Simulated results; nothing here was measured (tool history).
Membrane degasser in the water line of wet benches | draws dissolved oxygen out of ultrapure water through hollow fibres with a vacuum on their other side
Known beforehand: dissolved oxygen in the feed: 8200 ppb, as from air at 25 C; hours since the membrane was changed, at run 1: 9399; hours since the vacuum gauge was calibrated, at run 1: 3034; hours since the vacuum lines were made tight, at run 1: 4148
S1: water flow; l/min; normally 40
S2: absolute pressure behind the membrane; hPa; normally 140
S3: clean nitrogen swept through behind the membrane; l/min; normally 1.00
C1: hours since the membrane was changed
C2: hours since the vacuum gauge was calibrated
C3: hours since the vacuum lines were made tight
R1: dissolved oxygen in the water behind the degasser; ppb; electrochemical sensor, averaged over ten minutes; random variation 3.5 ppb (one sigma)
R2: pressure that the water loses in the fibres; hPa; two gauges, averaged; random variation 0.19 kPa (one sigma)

| run | hour | S1 | S2 | S3 | C1 | C2 | C3 | R1 | R2 |
|---|---|---|---|---|---|---|---|---|---|
| 1 | 0.0 | 40 | 140 | 1.00 | 9399 | 3034 | 4148 | 806.0 | 413.0 |
| 2 | 244.7 | 40 | 140 | 1.00 | 9644 | 3279 | 4393 | 801.9 | 412.3 |
| 3 | 541.3 | 40 | 140 | 1.00 | 9941 | 3576 | 4689 | 806.1 | 413.1 |
| 4 | 708.9 | 40 | 140 | 1.00 | 10108 | 3743 | 4857 | 804.2 | 414.2 |
| 5 | 903.3 | 40 | 140 | 1.00 | 10303 | 3938 | 5051 | 803.8 | 412.2 |
|  | 1032.7 | seals of the vacuum lines changed |
| 6 | 1081.1 | 40 | 140 | 0.66 | 10478 | 4114 | 48 | 1071.2 | 415.6 |
| 7 | 1285.5 | 40 | 140 | 0.66 | 10683 | 4318 | 253 | 1078.1 | 414.6 |
| 8 | 1481.0 | 40 | 140 | 0.66 | 10878 | 4513 | 448 | 1072.1 | 411.4 |
| 9 | 1660.7 | 40 | 170 | 1.00 | 11058 | 4693 | 628 | 987.2 | 410.3 |
| 10 | 1814.0 | 40 | 170 | 1.00 | 11211 | 4846 | 781 | 992.8 | 414.7 |
| 11 | 1953.9 | 40 | 170 | 1.00 | 11351 | 4986 | 921 | 996.3 | 416.6 |
| 12 | 2169.8 | 40 | 140 | 1.00 | 11567 | 5202 | 1137 | 802.5 | 415.4 |
| 13 | 2446.5 | 40 | 140 | 1.00 | 11844 | 5479 | 1414 | 799.3 | 415.9 |
| 14 | 2641.5 | 40 | 140 | 1.00 | 12039 | 5674 | 1609 | 795.9 | 414.3 |
| 15 | 2775.9 | 40 | 140 | 1.00 | 12173 | 5808 | 1743 | 790.3 | 414.9 |
| 16 | 2992.1 | 40 | 140 | 1.00 | 12389 | 6025 | 1959 | 790.2 | 415.7 |
| 17 | 3116.9 | 40 | 86 | 1.79 | 12514 | 6149 | 2084 | 263.1 | 415.8 |
| 18 | 3302.9 | 40 | 153 | 1.79 | 12700 | 6335 | 2270 | 558.3 | 413.9 |
| 19 | 3586.3 | 25 | 115 | 0.75 | 12984 | 6619 | 2554 | 533.1 | 260.2 |
| 20 | 3757.6 | 44 | 165 | 1.00 | 13155 | 6790 | 2725 | 1022.6 | 455.8 |
| 21 | 3946.8 | 29 | 86 | 0.64 | 13344 | 6979 | 2914 | 450.4 | 299.5 |
| 22 | 4109.1 | 49 | 140 | 1.00 | 13506 | 7142 | 3076 | 918.7 | 502.9 |
|  | 4157.9 | vacuum gauge calibrated |
|  | 4235.0 | gauge calibrated |
| 23 | 4300.8 | 34 | 283 | 0.43 | 13698 | 143 | 3268 | 2555.4 | 351.7 |
| 24 | 4442.2 | 58 | 198 | 0.46 | 13839 | 284 | 3409 | 2390.9 | 600.8 |
| 25 | 4676.0 | 58 | 198 | 0.46 | 14073 | 518 | 3643 | 2373.7 | 597.4 |
| 26 | 4980.9 | 40 | 140 | 0.55 | 14378 | 823 | 3948 | 1206.8 | 418.1 |
| 27 | 5118.5 | 40 | 140 | 0.55 | 14515 | 961 | 4085 | 1210.7 | 414.2 |
| 28 | 5383.4 | 40 | 140 | 0.55 | 14780 | 1226 | 4350 | 1213.3 | 411.2 |
| 29 | 5628.1 | 45 | 158 | 0.70 | 15025 | 1470 | 4595 | 1273.6 | 468.0 |
| 30 | 5920.9 | 45 | 158 | 0.70 | 15318 | 1763 | 4888 | 1275.7 | 465.0 |
| 31 | 6052.3 | 45 | 158 | 0.70 | 15449 | 1894 | 5019 | 1283.1 | 464.0 |
|  | 6216.2 | seals of the vacuum lines changed |
| 32 | 6342.4 | 24 | 158 | 0.47 | 15737 | 2182 | 126 | 1081.6 | 249.5 |

Alternative continuations, all from the tool just after run 32; predict every row:
|  | 6487.4 | membrane cartridge changed |
| A | 6487.4 | 43 | 216 | 1.23 | 0 | 2323 | 267 | ? | ? |
|  | 6487.4 | membrane cartridge changed |
| B | 6487.4 | 24 | 324 | 0.89 | 0 | 2323 | 267 | ? | ? |
|  | 6487.4 | membrane cartridge changed |
| C | 6487.4 | 24 | 158 | 2.50 | 0 | 2323 | 267 | ? | ? |
|  | 6487.4 | membrane cartridge changed |
| D | 6487.4 | 37 | 135 | 1.79 | 0 | 2323 | 267 | ? | ? |

| run | R1 | R2 |
|---|---|---|
| A | 1157.8 | 446.3 |
| B | 1410.9 | 245.9 |
| C | 275.9 | 248.8 |
| D | 453.0 | 380.7 |
Take away the tool's hidden state, keep each run's random variation, and the runs would have read:
| run | R1 | R2 |
|---|---|---|
| A | 1172.7 | 446.3 |
| B | 1429.1 | 245.9 |
| C | 279.5 | 248.8 |
| D | 458.8 | 380.7 |
